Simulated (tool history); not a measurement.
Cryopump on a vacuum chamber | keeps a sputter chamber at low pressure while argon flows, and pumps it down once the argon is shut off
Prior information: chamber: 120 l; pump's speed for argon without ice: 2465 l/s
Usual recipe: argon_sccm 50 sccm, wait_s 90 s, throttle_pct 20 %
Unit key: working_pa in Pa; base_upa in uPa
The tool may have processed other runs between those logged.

| run | hour | argon_sccm | wait_s | throttle_pct | working_pa | base_upa |
|---|---|---|---|---|---|---|
| 1 | 0.0 | 50 | 90 | 20 | 0.1798 | 0.94 |
| 2 | 15.6 | 55 | 90 | 20 | 0.1988 | 0.96 |
| 3 | 25.5 | 50 | 120 | 20 | 0.1800 | 0.83 |
| 4 | 48.2 | 50 | 120 | 20 | 0.1810 | 0.86 |
| 5 | 69.8 | 50 | 120 | 20 | 0.1814 | 0.87 |
| 6 | 92.7 | 50 | 32 | 20 | 0.1819 | 1.87 |
| 7 | 110.2 | 50 | 32 | 20 | 0.1824 | 1.89 |
| 8 | 127.4 | 50 | 244 | 20 | 0.1834 | 0.73 |
| 9 | 147.5 | 50 | 244 | 20 | 0.1818 | 0.73 |
| 10 | 161.5 | 50 | 244 | 20 | 0.1829 | 0.70 |
| 11 | 177.6 | 50 | 244 | 45 | 0.0874 | 0.73 |
| 12 | 196.2 | 50 | 244 | 45 | 0.0882 | 0.76 |
| 13 | 217.1 | 50 | 90 | 20 | 0.1845 | 1.06 |
| 14 | 229.2 | 50 | 90 | 20 | 0.1859 | 1.10 |
| 15 | 248.4 | 50 | 90 | 20 | 0.1863 | 1.09 |
| 16 | 266.9 | 50 | 90 | 20 | 0.1858 | 1.12 |
| 17 | 281.4 | 50 | 90 | 20 | 0.1854 | 1.05 |
|  | 292.4 | pump warmed up, emptied and cooled again |
| 18 | 305.2 | 50 | 285 | 20 | 0.1725 | 0.59 |
| 19 | 326.2 | 50 | 285 | 20 | 0.1709 | 0.57 |
| 20 | 344.5 | 23 | 90 | 36 | 0.0437 | 0.93 |
| 21 | 355.9 | 50 | 30 | 20 | 0.1734 | 1.90 |
| 22 | 375.4 | 89 | 291 | 21 | 0.2921 | 0.61 |
| 23 | 391.5 | 55 | 54 | 21 | 0.1807 | 1.38 |
| 24 | 405.5 | 48 | 80 | 49 | 0.0681 | 1.03 |
| 25 | 415.6 | 48 | 80 | 49 | 0.0690 | 1.02 |
| 26 | 427.9 | 48 | 80 | 49 | 0.0694 | 1.04 |
| 27 | 440.2 | 48 | 80 | 49 | 0.0693 | 1.06 |
| 28 | 454.8 | 48 | 80 | 49 | 0.0685 | 1.09 |
| 29 | 473.6 | 48 | 80 | 49 | 0.0694 | 1.08 |
| 30 | 490.6 | 48 | 80 | 49 | 0.0707 | 1.04 |
| 31 | 508.4 | 48 | 80 | 49 | 0.0699 | 1.11 |
| 32 | 521.0 | 48 | 80 | 49 | 0.0694 | 1.10 |
| 33 | 532.3 | 48 | 80 | 49 | 0.0702 | 1.11 |
| 34 | 549.7 | 48 | 80 | 49 | 0.0711 | 1.08 |

Consider 3 possible next runs. They are alternatives, not a sequence: every one starts from the tool as it was left by run 34. What does each give?
| A | 566.1 | 56 | 211 | 33 | ? | ? |
| B | 566.1 | 48 | 80 | 20 | ? | ? |
| C | 566.1 | 96 | 180 | 29 | ? | ? |

| run | working_pa | base_upa |
|---|---|---|
| A | 0.1201 | 0.75 |
| B | 0.1684 | 1.09 |
| C | 0.2354 | 0.79 |
With the hidden condition removed and each run's random variation left untouched, the same runs would have given:
| run | working_pa | base_upa |
|---|---|---|
| A | 0.1162 | 0.30 |
| B | 0.1650 | 0.64 |
| C | 0.2285 | 0.34 |
